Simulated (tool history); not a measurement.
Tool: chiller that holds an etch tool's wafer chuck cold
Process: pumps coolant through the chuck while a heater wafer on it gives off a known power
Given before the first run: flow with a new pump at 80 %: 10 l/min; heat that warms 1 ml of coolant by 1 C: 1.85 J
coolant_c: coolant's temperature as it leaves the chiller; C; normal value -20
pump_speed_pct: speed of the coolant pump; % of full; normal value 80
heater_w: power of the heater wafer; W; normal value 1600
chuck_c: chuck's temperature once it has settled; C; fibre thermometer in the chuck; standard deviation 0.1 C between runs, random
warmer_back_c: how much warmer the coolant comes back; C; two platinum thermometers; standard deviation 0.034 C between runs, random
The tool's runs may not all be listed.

{"run": 1, "day": 0.0, "coolant_c": -20, "pump_speed_pct": 80, "heater_w": 1600, "chuck_c": -0.2, "warmer_back_c": 5.37}
{"run": 2, "day": 3.088, "coolant_c": -20, "pump_speed_pct": 80, "heater_w": 1600, "chuck_c": -0.2, "warmer_back_c": 5.35}
{"run": 3, "day": 7.404, "coolant_c": -20, "pump_speed_pct": 80, "heater_w": 1600, "chuck_c": 0.0, "warmer_back_c": 5.42}
{"run": 4, "day": 12.304, "coolant_c": -20, "pump_speed_pct": 66, "heater_w": 1600, "chuck_c": 2.5, "warmer_back_c": 6.57}
{"run": 5, "day": 14.883, "coolant_c": -20, "pump_speed_pct": 80, "heater_w": 1950, "chuck_c": 4.4, "warmer_back_c": 6.6}
{"run": 6, "day": 19.933, "coolant_c": -20, "pump_speed_pct": 80, "heater_w": 1950, "chuck_c": 4.3, "warmer_back_c": 6.62}
{"run": 7, "day": 24.571, "coolant_c": -20, "pump_speed_pct": 80, "heater_w": 1950, "chuck_c": 4.5, "warmer_back_c": 6.57}
{"run": 8, "day": 29.517, "coolant_c": -20, "pump_speed_pct": 80, "heater_w": 1950, "chuck_c": 4.8, "warmer_back_c": 6.62}
{"run": 9, "day": 32.038, "coolant_c": -20, "pump_speed_pct": 80, "heater_w": 1950, "chuck_c": 4.8, "warmer_back_c": 6.65}
{"run": 10, "day": 34.85, "coolant_c": -20, "pump_speed_pct": 80, "heater_w": 1950, "chuck_c": 4.8, "warmer_back_c": 6.66}
{"run": 11, "day": 39.367, "coolant_c": -20, "pump_speed_pct": 80, "heater_w": 1950, "chuck_c": 4.8, "warmer_back_c": 6.66}
{"run": 12, "day": 41.971, "coolant_c": -20, "pump_speed_pct": 80, "heater_w": 1950, "chuck_c": 4.8, "warmer_back_c": 6.66}
{"run": 13, "day": 47.021, "coolant_c": -20, "pump_speed_pct": 80, "heater_w": 1950, "chuck_c": 5.1, "warmer_back_c": 6.72}
{"run": 14, "day": 52.05, "coolant_c": -20, "pump_speed_pct": 80, "heater_w": 1600, "chuck_c": 0.5, "warmer_back_c": 5.51}
{"run": 15, "day": 56.788, "coolant_c": -20, "pump_speed_pct": 80, "heater_w": 1600, "chuck_c": 0.8, "warmer_back_c": 5.53}
{"run": 16, "day": 61.062, "coolant_c": -20, "pump_speed_pct": 80, "heater_w": 1600, "chuck_c": 0.7, "warmer_back_c": 5.57}
{"run": 17, "day": 64.329, "coolant_c": -20, "pump_speed_pct": 80, "heater_w": 1600, "chuck_c": 0.8, "warmer_back_c": 5.57}

Run 18 comes next. What will it give?
{"run": 18, "day": 67.133, "coolant_c": -27, "pump_speed_pct": 96, "heater_w": 850, "chuck_c": "?", "warmer_back_c": "?"}

For run 18 the tool returned chuck_c -17.0 C, warmer_back_c 2.52 C.
If the tool had no hidden condition, the same run with the same run-to-run variation would have returned chuck_c -18.3 C, warmer_back_c 2.36 C.

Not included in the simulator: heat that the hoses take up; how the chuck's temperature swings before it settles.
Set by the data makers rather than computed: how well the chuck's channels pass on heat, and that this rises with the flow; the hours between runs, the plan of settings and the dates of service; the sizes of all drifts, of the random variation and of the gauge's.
